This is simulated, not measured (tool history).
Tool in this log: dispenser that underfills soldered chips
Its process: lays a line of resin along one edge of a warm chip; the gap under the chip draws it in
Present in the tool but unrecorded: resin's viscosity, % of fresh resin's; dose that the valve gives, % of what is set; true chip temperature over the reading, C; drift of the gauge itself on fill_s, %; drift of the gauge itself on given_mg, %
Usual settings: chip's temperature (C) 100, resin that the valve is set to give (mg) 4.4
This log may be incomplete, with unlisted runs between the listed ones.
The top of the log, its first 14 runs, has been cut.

run   hour  chip's temperature (C)  resin that the valve is set to give (mg)  hours of work since the syringe was changed  hours of work since the valve was cleaned  hours of work since the stage was calibrated  time until the resin shows at the far edge (s)  resin that the valve gave (mg)
 15   88.9                      90                                       4.4                                            9                                         14                                           253                                            35.5                            4.35
      92.8  -- new syringe of resin
 16   93.1                      90                                      4.43                                            0                                         16                                           256                                            23.5                            4.35
 17  101.3                      90                                      4.38                                            5                                         21                                           261                                            29.9                            4.28
 18  107.3                      90                                      4.38                                            9                                         25                                           265                                            36.1                            4.24
     111.5  -- new syringe of resin
 19  115.8                     101                                      5.03                                            3                                         31                                           270                                            16.6                             4.9
 20  122.8                      95                                      3.84                                            7                                         35                                           275                                            27.8                            3.69
 21  126.9                     101                                      3.82                                           10                                         38                                           277                                            26.2                            3.63
     130.3  -- new syringe of resin
 22  134.7                     101                                      3.82                                            3                                         43                                           282                                            17.6                            3.67
 23  138.3                     101                                      3.82                                            5                                         45                                           285                                            19.9                            3.57
 24    142                     100                                       5.5                                            8                                         47                                           287                                              23                            5.14
 25  148.1                     100                                      5.62                                           11                                         51                                           291                                            26.9                            5.26
       149  -- new syringe of resin
 26  154.4                     100                                      3.88                                            3                                         55                                           295                                            19.1                            3.71
 27  160.3                     100                                      3.92                                            7                                         59                                           298                                            23.8                            3.69
 28  164.4                     100                                      3.92                                           10                                         62                                           301                                            26.6                            3.67
       168  -- new syringe of resin
 29  168.8                     113                                      5.13                                            1                                         64                                           304                                            10.1                            4.72
 30  176.6                     101                                       3.9                                            6                                         69                                           309                                            20.8                             3.6
 31  183.4                     101                                       3.9                                           10                                         74                                           313                                            26.3                            3.58
     186.7  -- new syringe of resin
 32  188.8                     101                                       3.9                                            1                                         77                                           316                                            16.6                            3.61
 33  195.1                     101                                       3.9                                            5                                         81                                           320                                            20.7                            3.59
 34  200.6                     114                                      4.71                                            9                                         84                                           324                                            14.5                            4.33
     205.8  -- new syringe of resin
 35  208.8                     114                                      4.71                                            2                                         89                                           329                                            10.4                            4.25
 36  213.5                     114                                      4.71                                            5                                         92                                           332                                            12.2                            4.22

3 options for the next run, each taken on its own from the tool as it stands now. Forecast them:
  A  218.6                     100                                      4.97                                            8                                         96                                           335                                               ?                               ?
  B  218.6                     101                                      5.31                                            8                                         96                                           335                                               ?                               ?
  C  218.6                      96                                       5.4                                            8                                         96                                           335                                               ?                               ?

run  time until the resin shows at the far edge (s)  resin that the valve gave (mg)
  A                                            23.7                             4.5
  B                                            22.5                            4.78
  C                                            26.8                            4.85
Had the tool no hidden state, the same runs would have come out as:
run  time until the resin shows at the far edge (s)  resin that the valve gave (mg)
  A                                            14.8                            4.99
  B                                            14.2                             5.3
  C                                            16.7                            5.38
